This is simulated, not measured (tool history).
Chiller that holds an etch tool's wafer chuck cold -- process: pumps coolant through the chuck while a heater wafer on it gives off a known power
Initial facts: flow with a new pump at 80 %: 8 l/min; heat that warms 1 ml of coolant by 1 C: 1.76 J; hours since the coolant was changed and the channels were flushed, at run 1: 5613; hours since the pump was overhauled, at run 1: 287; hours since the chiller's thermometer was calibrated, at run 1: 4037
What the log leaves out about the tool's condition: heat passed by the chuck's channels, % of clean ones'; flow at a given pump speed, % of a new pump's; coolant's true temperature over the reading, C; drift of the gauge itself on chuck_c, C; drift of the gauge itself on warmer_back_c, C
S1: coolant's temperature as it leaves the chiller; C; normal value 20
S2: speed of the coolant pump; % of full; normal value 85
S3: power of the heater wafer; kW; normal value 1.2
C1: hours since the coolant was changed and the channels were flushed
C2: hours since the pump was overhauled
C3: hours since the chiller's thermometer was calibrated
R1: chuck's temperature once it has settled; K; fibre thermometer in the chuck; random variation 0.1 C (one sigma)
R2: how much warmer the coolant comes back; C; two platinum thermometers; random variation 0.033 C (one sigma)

{"run": 1, "hour": 0.0, "S1": 20, "S2": 85, "S3": 1.2, "C1": 5613, "C2": 287, "C3": 4037, "R1": 308.75, "R2": 4.81}
{"hour": 45.9, "done": "chiller's thermometer calibrated"}
{"run": 2, "hour": 49.3, "S1": 20, "S2": 85, "S3": 1.2, "C1": 5661, "C2": 335, "C3": 3, "R1": 307.95, "R2": 4.83}
{"run": 3, "hour": 100.5, "S1": 20, "S2": 85, "S3": 0.88, "C1": 5712, "C2": 386, "C3": 55, "R1": 304.15, "R2": 3.53}
{"run": 4, "hour": 149.8, "S1": 20, "S2": 78, "S3": 0.88, "C1": 5762, "C2": 436, "C3": 104, "R1": 304.95, "R2": 3.88}
{"run": 5, "hour": 181.8, "S1": 20, "S2": 85, "S3": 0.614, "C1": 5794, "C2": 468, "C3": 136, "R1": 300.75, "R2": 2.55}
{"run": 6, "hour": 221.8, "S1": 20, "S2": 85, "S3": 0.614, "C1": 5834, "C2": 508, "C3": 176, "R1": 300.85, "R2": 2.46}
{"run": 7, "hour": 276.7, "S1": 20, "S2": 85, "S3": 0.614, "C1": 5889, "C2": 563, "C3": 231, "R1": 300.85, "R2": 2.56}
{"run": 8, "hour": 305.8, "S1": 20, "S2": 85, "S3": 0.614, "C1": 5918, "C2": 592, "C3": 260, "R1": 301.05, "R2": 2.52}
{"run": 9, "hour": 349.5, "S1": 20, "S2": 85, "S3": 0.614, "C1": 5961, "C2": 635, "C3": 304, "R1": 300.95, "R2": 2.52}
{"run": 10, "hour": 380.9, "S1": 20, "S2": 95, "S3": 0.614, "C1": 5993, "C2": 667, "C3": 335, "R1": 300.35, "R2": 2.25}
{"run": 11, "hour": 410.9, "S1": 10, "S2": 85, "S3": 1.2, "C1": 6023, "C2": 697, "C3": 365, "R1": 298.45, "R2": 4.83}
{"run": 12, "hour": 447.5, "S1": 20, "S2": 85, "S3": 1.2, "C1": 6059, "C2": 733, "C3": 402, "R1": 308.25, "R2": 4.88}
{"run": 13, "hour": 486.1, "S1": 20, "S2": 85, "S3": 1.2, "C1": 6098, "C2": 772, "C3": 440, "R1": 308.35, "R2": 4.89}
{"run": 14, "hour": 519.0, "S1": 20, "S2": 85, "S3": 1.2, "C1": 6131, "C2": 805, "C3": 473, "R1": 308.55, "R2": 4.84}
{"run": 15, "hour": 567.8, "S1": 20, "S2": 85, "S3": 1.2, "C1": 6180, "C2": 854, "C3": 522, "R1": 308.25, "R2": 4.85}
{"run": 16, "hour": 593.2, "S1": 29, "S2": 85, "S3": 1.2, "C1": 6205, "C2": 879, "C3": 547, "R1": 317.55, "R2": 4.92}
{"run": 17, "hour": 644.9, "S1": 29, "S2": 85, "S3": 1.2, "C1": 6257, "C2": 931, "C3": 599, "R1": 317.55, "R2": 4.9}
{"run": 18, "hour": 676.4, "S1": 20, "S2": 85, "S3": 0.907, "C1": 6288, "C2": 962, "C3": 631, "R1": 304.85, "R2": 3.67}
{"run": 19, "hour": 711.5, "S1": 21, "S2": 78, "S3": 1.11, "C1": 6323, "C2": 997, "C3": 666, "R1": 309.55, "R2": 4.94}
{"run": 20, "hour": 753.4, "S1": 20, "S2": 85, "S3": 1.083, "C1": 6365, "C2": 1039, "C3": 708, "R1": 307.25, "R2": 4.4}
{"run": 21, "hour": 798.4, "S1": 12, "S2": 74, "S3": 1.083, "C1": 6410, "C2": 1084, "C3": 753, "R1": 301.05, "R2": 5.07}
{"run": 22, "hour": 823.8, "S1": 20, "S2": 79, "S3": 1.2, "C1": 6436, "C2": 1110, "C3": 778, "R1": 309.75, "R2": 5.25}
{"hour": 831.6, "done": "coolant pump overhauled"}
{"run": 23, "hour": 866.6, "S1": 20, "S2": 97, "S3": 0.887, "C1": 6474, "C2": 35, "C3": 816, "R1": 303.15, "R2": 3.18}
{"run": 24, "hour": 904.3, "S1": 20, "S2": 97, "S3": 0.887, "C1": 6511, "C2": 73, "C3": 853, "R1": 303.55, "R2": 3.2}
{"run": 25, "hour": 958.5, "S1": 21, "S2": 62, "S3": 1.393, "C1": 6565, "C2": 127, "C3": 908, "R1": 318.15, "R2": 7.81}
{"run": 26, "hour": 1004.2, "S1": 21, "S2": 98, "S3": 1.393, "C1": 6611, "C2": 173, "C3": 953, "R1": 310.05, "R2": 4.95}
{"hour": 1015.8, "done": "coolant pump overhauled, once more"}
{"run": 27, "hour": 1034.7, "S1": 26, "S2": 89, "S3": 1.51, "C1": 6637, "C2": 19, "C3": 979, "R1": 317.75, "R2": 5.76}
{"hour": 1071.1, "done": "coolant changed, channels flushed"}
{"run": 28, "hour": 1075.2, "S1": 13, "S2": 64, "S3": 1.208, "C1": 4, "C2": 53, "C3": 1013, "R1": 302.65, "R2": 6.43}
{"run": 29, "hour": 1111.6, "S1": 20, "S2": 75, "S3": 1.2, "C1": 41, "C2": 90, "C3": 1050, "R1": 307.55, "R2": 5.45}
{"run": 30, "hour": 1156.3, "S1": 23, "S2": 85, "S3": 0.889, "C1": 85, "C2": 135, "C3": 1094, "R1": 305.85, "R2": 3.6}
{"run": 31, "hour": 1195.6, "S1": 17, "S2": 64, "S3": 0.889, "C1": 124, "C2": 174, "C3": 1134, "R1": 302.35, "R2": 4.75}

Pick out some run-to-run changes in R1. Of each, how much would a tool without hidden state show as well, from the settings, what came in and chance, and how much is left for the hidden state and any gauge scatter not in both results compared?
Run 10 -> 11: S1 20 -> 10, S2 95 -> 85, S3 0.614 -> 1.2. R1 -1.9 K: hidden state +1.4, all else -3.3.
Run 17 -> 18: S1 29 -> 20, S3 1.2 -> 0.907. R1 -12.7 K: hidden state -0.6, all else -12.1.
Run 24 -> 25: S1 20 -> 21, S2 97 -> 62, S3 0.887 -> 1.393. R1 +14.6 K: hidden state +2.6, all else +12.
Run 27 -> 28: S1 26 -> 13, S2 89 -> 64, S3 1.51 -> 1.208, coolant changed, channels flushed. R1 -15.1 K: hidden state -3.2, all else -11.9.

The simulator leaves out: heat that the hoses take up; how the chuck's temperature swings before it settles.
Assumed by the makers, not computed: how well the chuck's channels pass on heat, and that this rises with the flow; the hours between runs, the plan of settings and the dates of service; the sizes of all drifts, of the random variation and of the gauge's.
